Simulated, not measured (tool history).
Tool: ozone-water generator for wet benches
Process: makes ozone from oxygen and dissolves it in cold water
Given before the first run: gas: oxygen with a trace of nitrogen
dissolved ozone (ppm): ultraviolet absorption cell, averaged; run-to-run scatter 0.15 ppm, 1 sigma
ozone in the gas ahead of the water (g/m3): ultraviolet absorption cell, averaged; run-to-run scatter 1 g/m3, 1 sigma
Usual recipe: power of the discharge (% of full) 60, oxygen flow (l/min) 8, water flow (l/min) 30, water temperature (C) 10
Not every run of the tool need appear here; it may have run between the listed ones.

run	hour	power of the discharge (% of full)	oxygen flow (l/min)	water flow (l/min)	water temperature (C)	dissolved ozone (ppm)	ozone in the gas ahead of the water (g/m3)
1	0	60	8	30	10	18.5	179.4
2	138.3	60	8	30	10	18.8	177.3
3	243.8	60	8	24	10	23.2	179.1
4	459	60	8	24	10	23.2	177.6
5	644.2	60	8	24	10	22.6	176.5
6	737.4	60	8	24	10	23.1	178.4
7	942.4	61	5.77	38	14	13.5	216.6
8	1151.6	61	5.77	38	14	13.7	216.4
9	1349.6	61	5.77	38	14	13.5	219.1
10	1458.8	88	4.21	36	11	18.2	339.2
11	1591.9	88	6.18	36	11	19.1	269.1
# hour 1608.4: water thermometer calibrated
12	1784.1	60	8	30	16	16.7	175.5

Selected run-to-run steps in dissolved ozone (ppm), each split into two signed amounts: the part the tool would show with no hidden state at all (from settings, incoming material and random variation), and the remainder, which goes to the hidden state together with any gauge scatter not common to the measured and the hidden-state-free results:
Unlogged tool condition in this case: yield of the discharge, % of new electrodes'; contactor's efficiency, % of a clean one's; true water temperature over the reading, C; drift of the gauge itself on ozone_ppm, %; drift of the gauge itself on gas_g_m3, %.
Run 2 -> 3: water flow (l/min) 30 -> 24. dissolved ozone (ppm) +4.4: hidden state -0.2, all else +4.6.
Run 6 -> 7: power of the discharge (% of full) 60 -> 61, oxygen flow (l/min) 8 -> 5.77, water flow (l/min) 24 -> 38, water temperature (C) 10 -> 14. dissolved ozone (ppm) -9.6: hidden state +0.1, all else -9.7.
